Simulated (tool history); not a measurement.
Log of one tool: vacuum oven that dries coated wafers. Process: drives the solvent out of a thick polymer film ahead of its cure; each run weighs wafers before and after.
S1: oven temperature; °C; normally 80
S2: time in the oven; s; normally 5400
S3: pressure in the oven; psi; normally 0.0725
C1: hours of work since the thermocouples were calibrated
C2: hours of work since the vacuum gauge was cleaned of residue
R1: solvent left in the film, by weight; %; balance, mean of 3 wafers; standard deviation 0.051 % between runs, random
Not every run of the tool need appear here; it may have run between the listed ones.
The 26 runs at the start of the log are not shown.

run	day	S1	S2	S3	C1	C2	R1
27	13.575	80	4140	0.0938	829	616	2.08
28	13.929	80	6240	0.0725	835	622	1.14
29	14.692	94	7140	0.0416	848	635	0.38
30	15.075	85	2880	0.0725	855	641	2.26
31	15.646	85	2880	0.0725	864	651	2.19
32	15.983	66	2880	0.1101	870	656	6.15
33	16.325	66	5400	0.1845	876	662	4.55
34	16.933	66	5400	0.1845	886	673	4.64
35	17.296	93	6300	0.1822	892	679	0.88
36	17.712	78	7260	0.2718	900	686	2.48
37	18.462	68	7500	0.1788	912	699	3.25
38	18.954	84	4560	0.0574	921	707	1.11
39	19.596	87	6360	0.1935	931	718	1.34
40	20.204	68	3060	0.1169	942	728	5.61
41	20.617	82	3060	0.1169	949	735	2.74
42	21.108	79	5280	0.1037	957	744	1.67
43	21.596	90	3420	0.0767	965	752	1.19
44	22.179	90	3420	0.0767	975	762	1.21
45	22.854	80	4560	0.1904	987	773	2.38

Estimate the outcome of run 46 from the log above:
46	23.454	80	9360	0.0693	997	783	?

Logged for run 46: R1 0.82 %.
Were there no unlogged condition in the tool, this run, its random variation unchanged, would have produced R1 0.62 %.
